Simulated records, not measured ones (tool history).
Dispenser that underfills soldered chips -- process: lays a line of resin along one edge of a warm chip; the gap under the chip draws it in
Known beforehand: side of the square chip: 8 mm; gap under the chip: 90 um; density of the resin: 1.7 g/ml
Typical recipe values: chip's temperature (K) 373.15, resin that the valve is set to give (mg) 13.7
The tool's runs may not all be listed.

| run | hour | chip's temperature (K) | resin that the valve is set to give (mg) | time until the resin shows at the far edge (s) | resin that the valve gave (mg) |
|---|---|---|---|---|---|
| 1 | 0 | 373.15 | 13.7 | 48.6 | 12.25 |
| 2 | 6.1 | 373.15 | 13.7 | 66.2 | 13.55 |
| 3 | 13.4 | 373.15 | 13.7 | 38.8 | 13.67 |
| 4 | 18.9 | 373.15 | 13.7 | 56.5 | 13.48 |
| 5 | 23.1 | 373.15 | 13.7 | 75.5 | 13.44 |
| 6 | 27.4 | 373.15 | 13.7 | 33.8 | 13.5 |
| 7 | 32.5 | 373.15 | 13.7 | 47.8 | 13.39 |
| 8 | 36.9 | 373.15 | 13.7 | 62.4 | 13.48 |
| 9 | 43.1 | 373.15 | 13.7 | 33.2 | 13.34 |
| 10 | 46.4 | 373.15 | 13.7 | 41.3 | 13.13 |
| 11 | 52.8 | 372.15 | 17.4 | 64 | 16.71 |
| 12 | 58.2 | 372.15 | 17.4 | 32 | 16.84 |
| 13 | 64.1 | 382.15 | 13.1 | 37.5 | 12.49 |
| 14 | 69.3 | 383.15 | 12.2 | 51.9 | 11.69 |
| 15 | 74.2 | 383.15 | 12.2 | 24.6 | 11.8 |
| 16 | 81.2 | 386.15 | 14.4 | 34.4 | 13.76 |
| 17 | 88.5 | 386.15 | 14.4 | 19.4 | 13.63 |
| 18 | 91.9 | 382.15 | 14 | 27.1 | 13.26 |
| 19 | 95.6 | 369.15 | 14 | 53.4 | 13.08 |
| 20 | 98.5 | 359.15 | 14.3 | 91.3 | 13.41 |

The log once held 7 entries between its listed runs, left out of this copy. Where does each go, and what is different about the tool's unlogged condition between the listed run before it and the listed run after it?
Runs 1 to 2: dispensing valve cleaned and set on the balance (hour 4.3)
  resin's viscosity, % of fresh resin's: 172.9 -> 242.7; dose that the valve gives, % of what is set: 89.76 -> 99.57; true chip temperature over the reading, C: 0.19 -> 0.21
  measured less the result without the state, time until the resin shows at the far edge (s): +21.1 -> +38.4; resin that the valve gave (mg): -1.4 -> -0.06
Runs 2 to 3: new syringe of resin (hour 8.3)
  resin's viscosity, % of fresh resin's: 242.7 -> 143.8; dose that the valve gives, % of what is set: 99.57 -> 99.11; true chip temperature over the reading, C: 0.21 -> 0.24
  measured less the result without the state, time until the resin shows at the far edge (s): +38.4 -> +11.8; resin that the valve gave (mg): -0.06 -> -0.12
Runs 5 to 6: new syringe of resin (hour 24.3)
  resin's viscosity, % of fresh resin's: 274.5 -> 122.5; dose that the valve gives, % of what is set: 98.47 -> 98.21; true chip temperature over the reading, C: 0.28 -> 0.29
  measured less the result without the state, time until the resin shows at the far edge (s): +47.7 -> +6; resin that the valve gave (mg): -0.21 -> -0.24
Runs 8 to 9: new syringe of resin (hour 39.9)
  resin's viscosity, % of fresh resin's: 231.7 -> 123.3; dose that the valve gives, % of what is set: 97.55 -> 97.19; true chip temperature over the reading, C: 0.33 -> 0.36
  measured less the result without the state, time until the resin shows at the far edge (s): +35.6 -> +6.2; resin that the valve gave (mg): -0.34 -> -0.38
Runs 11 to 12: new syringe of resin (hour 55.5)
  resin's viscosity, % of fresh resin's: 234.8 -> 120.7; dose that the valve gives, % of what is set: 96.54 -> 96.19; true chip temperature over the reading, C: 0.4 -> 0.42
  measured less the result without the state, time until the resin shows at the far edge (s): +36.4 -> +5.3; resin that the valve gave (mg): -0.6 -> -0.66
Runs 14 to 15: new syringe of resin (hour 71.7)
  resin's viscosity, % of fresh resin's: 251.6 -> 117.9; dose that the valve gives, % of what is set: 95.51 -> 95.21; true chip temperature over the reading, C: 0.47 -> 0.48
  measured less the result without the state, time until the resin shows at the far edge (s): +31.3 -> +3.8; resin that the valve gave (mg): -0.55 -> -0.59
Runs 16 to 17: new syringe of resin (hour 87.5)
  resin's viscosity, % of fresh resin's: 188.1 -> 106.6; dose that the valve gives, % of what is set: 94.76 -> 94.31; true chip temperature over the reading, C: 0.51 -> 0.54
  measured less the result without the state, time until the resin shows at the far edge (s): +15.9 -> +1.1; resin that the valve gave (mg): -0.76 -> -0.82

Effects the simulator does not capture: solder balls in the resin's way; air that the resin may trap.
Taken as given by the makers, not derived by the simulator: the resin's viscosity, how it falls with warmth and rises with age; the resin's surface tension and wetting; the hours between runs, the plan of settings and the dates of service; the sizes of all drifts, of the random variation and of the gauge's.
